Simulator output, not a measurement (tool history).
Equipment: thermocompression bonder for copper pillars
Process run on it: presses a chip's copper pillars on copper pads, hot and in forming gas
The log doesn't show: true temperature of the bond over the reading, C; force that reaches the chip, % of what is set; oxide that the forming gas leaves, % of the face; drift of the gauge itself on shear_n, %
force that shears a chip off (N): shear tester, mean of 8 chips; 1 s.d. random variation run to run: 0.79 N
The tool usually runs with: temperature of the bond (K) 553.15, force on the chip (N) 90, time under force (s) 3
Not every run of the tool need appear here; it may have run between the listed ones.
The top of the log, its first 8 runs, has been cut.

run,hour,temperature of the bond (K),force on the chip (N),time under force (s),hours of work since the heater was calibrated,hours of work since the force cell was calibrated,hours of work since the gas filter was changed,force that shears a chip off (N)
# hour 522.4: forming gas filter changed
9,584.3,553.15,90,3,824,588,45,54.6
10,629.2,553.15,90,3,857,621,79,55.2
11,666.6,553.15,90,3,885,648,106,54.4
12,709.5,553.15,54,3,916,680,138,33.7
13,787.1,553.15,54,3,973,737,195,35.3
14,850.6,553.15,54,3,1020,784,241,33.8
# hour 894.4: forming gas filter changed
15,894.4,553.15,54,3,1052,816,0,35.7
16,974.8,553.15,90,2,1111,875,59,46.3
# hour 1046.8: force cell calibrated
17,1060,553.15,90,2,1172,10,121,47.9
18,1104.2,553.15,90,5,1205,42,153,64.5
19,1180.9,553.15,90,5,1261,99,210,62.9
# hour 1263.5: forming gas filter changed
20,1263.5,553.15,90,2,1322,159,0,48.3
21,1332.9,523.15,90,3,1373,210,51,34.2
22,1385.9,582.15,90,3,1412,249,90,75
23,1429,572.15,83,7,1443,281,122,79.6
24,1497.5,556.15,66,2,1494,331,172,34.8
25,1558.3,556.15,116,3,1538,376,217,63.8
26,1603.9,556.15,90,3,1572,409,250,52.4
# hour 1631.4: forming gas filter changed
27,1692.5,556.15,90,7,1637,474,45,70.5

Run 28 has not been measured yet. What should we expect?
# hour 1722.5: heater calibrated with a thermocouple chip
28,1773.1,564.15,121,3,37,532,103,?

force that shears a chip off (N): 79
The same run, on a tool lacking any hidden state, would have yielded force that shears a chip off (N) 82.9.

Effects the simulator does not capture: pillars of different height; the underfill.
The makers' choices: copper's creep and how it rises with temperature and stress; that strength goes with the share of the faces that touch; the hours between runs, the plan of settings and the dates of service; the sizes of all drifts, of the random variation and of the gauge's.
